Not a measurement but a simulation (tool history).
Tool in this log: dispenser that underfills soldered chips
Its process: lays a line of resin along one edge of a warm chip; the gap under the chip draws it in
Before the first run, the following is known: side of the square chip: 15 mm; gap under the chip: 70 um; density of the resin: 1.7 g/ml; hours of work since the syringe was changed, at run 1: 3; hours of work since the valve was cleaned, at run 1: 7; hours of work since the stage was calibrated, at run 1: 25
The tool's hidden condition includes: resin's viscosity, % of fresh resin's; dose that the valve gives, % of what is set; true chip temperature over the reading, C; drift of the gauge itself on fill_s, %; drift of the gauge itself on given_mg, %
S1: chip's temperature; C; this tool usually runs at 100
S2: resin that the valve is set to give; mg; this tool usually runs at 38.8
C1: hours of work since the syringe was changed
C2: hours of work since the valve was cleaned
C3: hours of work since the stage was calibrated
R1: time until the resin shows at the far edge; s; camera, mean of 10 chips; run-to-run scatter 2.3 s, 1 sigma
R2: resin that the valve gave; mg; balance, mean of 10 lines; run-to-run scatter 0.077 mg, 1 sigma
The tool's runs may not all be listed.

run,hour,S1,S2,C1,C2,C3,R1,R2
1,0,100,38.8,3,7,25,296.1,38.69
2,4.4,100,38.8,6,11,28,403.3,38.66
# hour 5.3: new syringe of resin
3,10.7,100,38.8,4,15,33,323.5,38.65
4,13.7,100,38.8,6,18,35,405.8,38.66
# hour 14.4: new syringe of resin
5,18.8,88,38.8,3,21,39,519.5,38.41
# hour 23.4: new syringe of resin
6,25.1,100,38.8,1,26,43,264.9,38.4
7,30.4,100,35.5,5,30,47,373.2,35.07
# hour 32.3: new syringe of resin
8,36.9,100,35.5,3,34,52,317.5,35.01
# hour 41.4: new syringe of resin
9,42.3,100,38.8,1,38,56,247.7,38.44
10,47.4,100,35.6,5,42,60,359.4,35
# hour 50.4: new syringe of resin
11,51.5,100,35.6,1,45,63,252,35.08
12,57.7,100,38.8,5,50,67,380.5,38.11
# hour 59.2: new syringe of resin
13,64.3,100,38.8,4,54,72,321.2,38.06
# hour 68.1: new syringe of resin
14,70.2,100,38.8,2,59,76,265.7,37.92
15,75.7,100,33.2,6,63,80,409.1,32.36
# hour 76.9: new syringe of resin
16,81.1,92,38.8,3,67,84,435.1,37.83
17,84.6,92,38.8,6,69,87,552,37.78
# hour 85.8: new syringe of resin
18,89.8,92,38.8,3,73,91,428.5,37.76
# hour 95: new syringe of resin
19,95.7,92,38.8,1,77,95,352.7,37.64
20,101.4,107,46.1,5,82,99,268.2,44.74
# hour 103.8: new syringe of resin
21,107.8,94,38.6,3,86,104,395.9,37.57
# hour 112.7: new syringe of resin
22,114.5,94,38.6,1,91,109,343.8,37.39
23,120.4,108,47,6,95,113,270.3,45.57
# hour 121.5: new syringe of resin
24,125.8,106,40.8,3,99,117,236.6,39.43
# hour 130.5: new syringe of resin
25,132.4,110,38.8,1,104,122,183.5,37.36
26,138.7,100,37,6,109,126,425.1,35.56
# hour 139.4: new syringe of resin
27,143.5,102,45.6,3,112,130,271.5,43.74
28,146.2,86,39.1,5,114,132,688.8,37.59
# hour 148.4: new syringe of resin
29,151.5,86,39.1,2,118,136,538.8,37.67
# hour 157.2: dispensing valve cleaned and set on the balance
30,157.4,86,39.1,6,0,139,741.4,39.22
# hour 158.2: new syringe of resin
31,163.4,88,49.6,4,4,144,553.1,49.69
# hour 167: new syringe of resin
32,167.2,88,49.6,0,7,146,389.2,49.55
33,172,88,49.6,4,11,150,539.2,49.56
# hour 176.1: new syringe of resin
34,177,100,44.7,1,14,154,245.3,44.48
35,180.8,110,33.5,4,17,156,220.8,33.4
# hour 185.2: new syringe of resin
36,187.4,95,38.5,2,22,161,346.9,38.39

What differs in the tool's unlogged condition from the final listed run ahead of each entry between runs to the first listed run following it?
From run 2 to run 3: new syringe of resin (hour 5.3)
  resin's viscosity, % of fresh resin's: 172.4 -> 141.2; dose that the valve gives, % of what is set: 99.54 -> 99.37; true chip temperature over the reading, C: -0.06 -> -0.09
  measured value less the no-hidden-state value, R1: +170.1 -> +95.5 s; R2: -0.18 -> -0.25 mg
From run 4 to run 5: new syringe of resin (hour 14.4)
  resin's viscosity, % of fresh resin's: 173.1 -> 133.7; dose that the valve gives, % of what is set: 99.3 -> 99.17; true chip temperature over the reading, C: -0.1 -> -0.13
  measured value less the no-hidden-state value, R1: +172.6 -> +133.8 s; R2: -0.27 -> -0.32 mg
From run 5 to run 6: new syringe of resin (hour 23.4)
  resin's viscosity, % of fresh resin's: 133.7 -> 111.8; dose that the valve gives, % of what is set: 99.17 -> 99.01; true chip temperature over the reading, C: -0.13 -> -0.16
  measured value less the no-hidden-state value, R1: +133.8 -> +30 s; R2: -0.32 -> -0.39 mg
From run 7 to run 8: new syringe of resin (hour 32.3)
  resin's viscosity, % of fresh resin's: 158.7 -> 134.7; dose that the valve gives, % of what is set: 98.87 -> 98.71; true chip temperature over the reading, C: -0.19 -> -0.22
  measured value less the no-hidden-state value, R1: +140.5 -> +84.8 s; R2: -0.4 -> -0.46 mg
From run 8 to run 9: new syringe of resin (hour 41.4)
  resin's viscosity, % of fresh resin's: 134.7 -> 107; dose that the valve gives, % of what is set: 98.71 -> 98.57; true chip temperature over the reading, C: -0.22 -> -0.24
  measured value less the no-hidden-state value, R1: +84.8 -> +19.1 s; R2: -0.46 -> -0.55 mg
From run 10 to run 11: new syringe of resin (hour 50.4)
  resin's viscosity, % of fresh resin's: 150.7 -> 108; dose that the valve gives, % of what is set: 98.45 -> 98.34; true chip temperature over the reading, C: -0.27 -> -0.29
  measured value less the no-hidden-state value, R1: +124.7 -> +22.5 s; R2: -0.55 -> -0.59 mg
From run 12 to run 13: new syringe of resin (hour 59.2)
  resin's viscosity, % of fresh resin's: 162.6 -> 141.1; dose that the valve gives, % of what is set: 98.19 -> 98.03; true chip temperature over the reading, C: -0.32 -> -0.35
  measured value less the no-hidden-state value, R1: +150.4 -> +97.8 s; R2: -0.7 -> -0.77 mg
From run 13 to run 14: new syringe of resin (hour 68.1)
  resin's viscosity, % of fresh resin's: 141.1 -> 114.9; dose that the valve gives, % of what is set: 98.03 -> 97.88; true chip temperature over the reading, C: -0.35 -> -0.38
  measured value less the no-hidden-state value, R1: +97.8 -> +39.1 s; R2: -0.77 -> -0.82 mg
From run 15 to run 16: new syringe of resin (hour 76.9)
  resin's viscosity, % of fresh resin's: 166.1 -> 132.2; dose that the valve gives, % of what is set: 97.74 -> 97.61; true chip temperature over the reading, C: -0.41 -> -0.44
  measured value less the no-hidden-state value, R1: +169 -> +113.6 s; R2: -0.75 -> -0.93 mg
From run 17 to run 18: new syringe of resin (hour 85.8)
  resin's viscosity, % of fresh resin's: 166.6 -> 132.1; dose that the valve gives, % of what is set: 97.52 -> 97.39; true chip temperature over the reading, C: -0.46 -> -0.48
  measured value less the no-hidden-state value, R1: +229 -> +112.7 s; R2: -0.96 -> -1.01 mg
From run 18 to run 19: new syringe of resin (hour 95)
  resin's viscosity, % of fresh resin's: 132.1 -> 106.7; dose that the valve gives, % of what is set: 97.39 -> 97.25; true chip temperature over the reading, C: -0.48 -> -0.51
  measured value less the no-hidden-state value, R1: +112.7 -> +31.3 s; R2: -1.01 -> -1.06 mg
From run 20 to run 21: new syringe of resin (hour 103.8)
  resin's viscosity, % of fresh resin's: 156 -> 130.7; dose that the valve gives, % of what is set: 97.1 -> 96.94; true chip temperature over the reading, C: -0.54 -> -0.57
  measured value less the no-hidden-state value, R1: +100.2 -> +102.4 s; R2: -1.33 -> -1.19 mg
From run 21 to run 22: new syringe of resin (hour 112.7)
  resin's viscosity, % of fresh resin's: 130.7 -> 111.3; dose that the valve gives, % of what is set: 96.94 -> 96.77; true chip temperature over the reading, C: -0.57 -> -0.61
  measured value less the no-hidden-state value, R1: +102.4 -> +44.9 s; R2: -1.19 -> -1.24 mg
From run 23 to run 24: new syringe of resin (hour 121.5)
  resin's viscosity, % of fresh resin's: 164.6 -> 131; dose that the valve gives, % of what is set: 96.62 -> 96.49; true chip temperature over the reading, C: -0.64 -> -0.66
  measured value less the no-hidden-state value, R1: +110.8 -> +61.7 s; R2: -1.6 -> -1.44 mg
From run 24 to run 25: new syringe of resin (hour 130.5)
  resin's viscosity, % of fresh resin's: 131 -> 117; dose that the valve gives, % of what is set: 96.49 -> 96.32; true chip temperature over the reading, C: -0.66 -> -0.69
  measured value less the no-hidden-state value, R1: +61.7 -> +32.1 s; R2: -1.44 -> -1.43 mg
From run 26 to run 27: new syringe of resin (hour 139.4)
  resin's viscosity, % of fresh resin's: 177.3 -> 130.2; dose that the valve gives, % of what is set: 96.16 -> 96.05; true chip temperature over the reading, C: -0.72 -> -0.75
  measured value less the no-hidden-state value, R1: +194.9 -> +70.1 s; R2: -1.42 -> -1.79 mg
From run 28 to run 29: new syringe of resin (hour 148.4)
  resin's viscosity, % of fresh resin's: 155.6 -> 122.3; dose that the valve gives, % of what is set: 95.99 -> 95.85; true chip temperature over the reading, C: -0.76 -> -0.79
  measured value less the no-hidden-state value, R1: +264.6 -> +117.5 s; R2: -1.58 -> -1.63 mg
From run 29 to run 30: dispensing valve cleaned and set on the balance (hour 157.2)
  resin's viscosity, % of fresh resin's: 122.3 -> 169.6; dose that the valve gives, % of what is set: 95.85 -> 100.25; true chip temperature over the reading, C: -0.79 -> -0.81
  measured value less the no-hidden-state value, R1: +117.5 -> +319.7 s; R2: -1.63 -> +0.09 mg
From run 30 to run 31: new syringe of resin (hour 158.2)
  resin's viscosity, % of fresh resin's: 169.6 -> 143.1; dose that the valve gives, % of what is set: 100.25 -> 100.1; true chip temperature over the reading, C: -0.81 -> -0.85
  measured value less the no-hidden-state value, R1: +319.7 -> +180.9 s; R2: +0.09 -> +0.05 mg
From run 31 to run 32: new syringe of resin (hour 167)
  resin's viscosity, % of fresh resin's: 143.1 -> 100.8; dose that the valve gives, % of what is set: 100.1 -> 100.01; true chip temperature over the reading, C: -0.85 -> -0.86
  measured value less the no-hidden-state value, R1: +180.9 -> +17.9 s; R2: +0.05 -> +0.01 mg
From run 33 to run 34: new syringe of resin (hour 176.1)
  resin's viscosity, % of fresh resin's: 138.3 -> 105.5; dose that the valve gives, % of what is set: 99.88 -> 99.75; true chip temperature over the reading, C: -0.89 -> -0.92
  measured value less the no-hidden-state value, R1: +164.3 -> +21.6 s; R2: -0.06 -> -0.11 mg
From run 35 to run 36: new syringe of resin (hour 185.2)
  resin's viscosity, % of fresh resin's: 135.5 -> 116.7; dose that the valve gives, % of what is set: 99.66 -> 99.49; true chip temperature over the reading, C: -0.94 -> -0.97
  measured value less the no-hidden-state value, R1: +64.1 -> +62.2 s; R2: -0.11 -> -0.2 mg
